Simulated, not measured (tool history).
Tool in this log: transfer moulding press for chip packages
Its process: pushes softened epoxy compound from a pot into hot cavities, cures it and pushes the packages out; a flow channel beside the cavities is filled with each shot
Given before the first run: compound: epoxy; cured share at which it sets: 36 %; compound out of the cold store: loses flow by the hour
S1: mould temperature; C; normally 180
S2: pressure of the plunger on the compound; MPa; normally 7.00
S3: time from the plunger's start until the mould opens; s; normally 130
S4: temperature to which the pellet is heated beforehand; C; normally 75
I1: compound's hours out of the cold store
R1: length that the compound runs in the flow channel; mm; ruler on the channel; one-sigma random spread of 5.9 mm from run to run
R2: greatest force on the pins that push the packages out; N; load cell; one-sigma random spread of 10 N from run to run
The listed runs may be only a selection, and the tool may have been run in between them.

run    hour   S1    S2   S3  S4    I1    R1    R2
  1     0.0  180  7.00  130  75  44.0   867   953
       13.9  -- cavities cleaned with cleaning compound and waxed
  2    82.2  180  7.00  130  75  31.5   878  1090
      100.9  -- cavities cleaned with cleaning compound and waxed
      110.0  -- plunger's sealing rings changed
  3   173.8  180  7.00  124  75   9.1   995  1131
      189.7  -- cavities cleaned with cleaning compound and waxed
  4   254.3  180  7.00  124  75  26.5   947   974
      277.6  -- cavities cleaned with cleaning compound and waxed
  5   324.8  180  7.00  124  75  11.3   969   973
      366.9  -- cavities cleaned with cleaning compound and waxed
  6   400.8  180  7.00  124  75  19.9   937   873
      456.0  -- cavities cleaned with cleaning compound and waxed
  7   483.6  180  7.00  124  75  22.7   924   816
      538.9  -- cavities cleaned with cleaning compound and waxed, once more
      549.0  -- mould's thermocouples calibrated
  8   567.7  180  7.00  130  75  35.7   893   706
  9   615.3  180  7.00  130  75  25.5   896   912
      632.6  -- cavities cleaned with cleaning compound and waxed
 10   704.4  180  7.00  130  75  16.9   909   925
      724.2  -- plunger's sealing rings changed
      725.7  -- cavities cleaned with cleaning compound and waxed
 11   754.6  180  7.00  130  75  33.5   946   698
 12   791.5  180  7.00  130  75  30.8   931   882
      812.9  -- cavities cleaned with cleaning compound and waxed
 13   857.4  180  7.00  130  75  13.3   973   835
 14   895.6  180  7.00  130  68  32.9   919   938
      901.2  -- cavities cleaned with cleaning compound and waxed
 15   945.2  180  7.00  130  68  10.5   957   831
      987.1  -- cavities cleaned with cleaning compound and waxed
 16  1007.7  180  7.00  130  68  29.1   924   689
     1075.2  -- cavities cleaned with cleaning compound and waxed
 17  1082.6  177  7.00  130  70  17.7   953   736
 18  1151.9  177  7.00  130  70  30.2   917  1166
     1159.9  -- cavities cleaned with cleaning compound and waxed
 19  1189.6  177  7.00  130  70  31.7   909   884
 20  1227.9  180  7.38  130  75  36.4   906   895
     1248.8  -- cavities cleaned with cleaning compound and waxed
 21  1297.4  186  7.00  167  75  43.6   825   596
     1333.8  -- plunger's sealing rings changed
     1339.2  -- cavities cleaned with cleaning compound and waxed
 22  1339.2  177  8.56  130  75  32.8  1071   603
 23  1400.3  177  8.56  130  75  41.5  1048  1056
     1430.2  -- cavities cleaned with cleaning compound and waxed
 24  1460.6  180  6.83  160  78   9.6   963   563
     1492.6  -- mould's thermocouples calibrated
     1517.8  -- cavities cleaned with cleaning compound and waxed
 25  1535.0  181  5.68  154  75  14.0   853   503
 26  1588.7  187  6.17  130  67  32.4   827   675
     1603.0  -- cavities cleaned with cleaning compound and waxed
 27  1644.5  185  7.00  130  75  41.3   871   615

3 options for the next run, each taken on its own from the tool as it stands now. Forecast them:
     1691.4  -- cavities cleaned with cleaning compound and waxed
  A  1705.7  185  7.00  130  67  43.3   ?   ?
     1691.4  -- cavities cleaned with cleaning compound and waxed
  B  1705.7  182  7.72  127  75   8.7   ?   ?
     1691.4  -- cavities cleaned with cleaning compound and waxed
  C  1705.7  180  8.61  130  76  39.4   ?   ?

run   R1   R2
  A  867  485
  B  994  584
  C  996  598
With no hidden state in the tool, these same runs would have given:
run    R1   R2
  A   908  375
  B  1040  452
  C  1043  463
